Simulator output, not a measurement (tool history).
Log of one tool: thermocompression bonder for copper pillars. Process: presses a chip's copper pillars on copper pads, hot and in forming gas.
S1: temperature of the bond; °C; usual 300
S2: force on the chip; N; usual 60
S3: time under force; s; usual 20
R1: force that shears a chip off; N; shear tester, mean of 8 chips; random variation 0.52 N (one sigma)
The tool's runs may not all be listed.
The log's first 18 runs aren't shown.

run	day	S1	S2	S3	R1
19	22.129	311	65	14	41.9
20	22.95	311	88	31	69.8
21	24.421	311	88	31	69.4
22	25.238	297	80	17	45.7
23	26.458	301	85	28	61.5
24	27.358	301	85	28	60.5
25	28.662	323	64	12	43.8
26	29.433	300	48	21	32.9
27	30.471	315	48	19	36.5
# day 30.621: forming gas filter changed
28	31.908	274	72	20	35.3
29	32.592	314	55	27	46.7
30	34.2	295	60	11	29.6
31	35.367	295	60	11	29.7
32	36.154	295	44	11	21.3

Forecast each of these 3 alternatives for the next run:
A	37.412	281	60	11	?
B	37.412	300	53	18	?
C	37.412	329	41	15	?

run	R1
A	24.6
B	33.8
C	33.5
Without the tool's hidden state the same runs would have given:
run	R1
A	24.6
B	33.9
C	33.5

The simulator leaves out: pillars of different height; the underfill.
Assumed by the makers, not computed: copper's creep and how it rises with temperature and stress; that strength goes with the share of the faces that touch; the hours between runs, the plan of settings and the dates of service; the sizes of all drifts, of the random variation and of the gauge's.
